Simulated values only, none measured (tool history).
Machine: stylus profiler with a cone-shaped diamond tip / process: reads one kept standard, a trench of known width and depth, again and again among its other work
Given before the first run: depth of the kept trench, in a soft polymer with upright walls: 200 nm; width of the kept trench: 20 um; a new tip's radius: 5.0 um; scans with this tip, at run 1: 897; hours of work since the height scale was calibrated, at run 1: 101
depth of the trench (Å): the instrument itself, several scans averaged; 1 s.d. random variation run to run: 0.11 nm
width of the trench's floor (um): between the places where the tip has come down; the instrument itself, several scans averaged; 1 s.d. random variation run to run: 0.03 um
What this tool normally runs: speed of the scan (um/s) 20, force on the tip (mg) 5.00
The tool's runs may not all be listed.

run     day  speed of the scan (um/s)  force on the tip (mg)  scans with this tip  hours of work since the height scale was calibrated  depth of the trench (Å)  width of the trench's floor (um)
  1   0.000                        20                   5.00                  897                                                  101                   2053.3                             17.17
  2   1.138                        39                   5.00                 1070                                                  120                   2053.6                             17.12
  3   1.800                        20                   5.00                 1171                                                  131                   2053.4                             17.09
  4   2.942                        20                   5.00                 1345                                                  151                   2053.2                             17.10
  5   3.771                        20                  14.70                 1471                                                  165                   2107.7                             17.19
  6   4.646                        20                   6.54                 1604                                                  180                   2062.5                             17.14
  7   5.633                        20                   6.54                 1755                                                  197                   2063.3                             17.12
  8   6.517                         5                   5.00                 1889                                                  212                   2051.9                             17.25
  9   7.983                        20                   5.00                 2112                                                  237                   2051.8                             17.13
 10   8.854                        20                   5.00                 2245                                                  252                   2054.7                             17.20
 11  10.062                        20                   2.07                 2429                                                  272                   2029.2                             17.12
 12  11.233                        51                   2.54                 2606                                                  292                   2034.7                             17.05
 13  12.012                         6                   7.05                 2725                                                  305                   2065.4                             17.19
 14  12.788                        24                  10.25                 2843                                                  319                   2084.6                             17.13

Forecast run 15:
 15  14.112                        24                  10.25                 3045                                                  341                        ?                                 ?

Run 15 gave depth of the trench (Å) 2085.4, width of the trench's floor (um) 17.15.
With no hidden state in the tool, this same run would have given depth of the trench (Å) 2085.4, width of the trench's floor (um) 17.15.

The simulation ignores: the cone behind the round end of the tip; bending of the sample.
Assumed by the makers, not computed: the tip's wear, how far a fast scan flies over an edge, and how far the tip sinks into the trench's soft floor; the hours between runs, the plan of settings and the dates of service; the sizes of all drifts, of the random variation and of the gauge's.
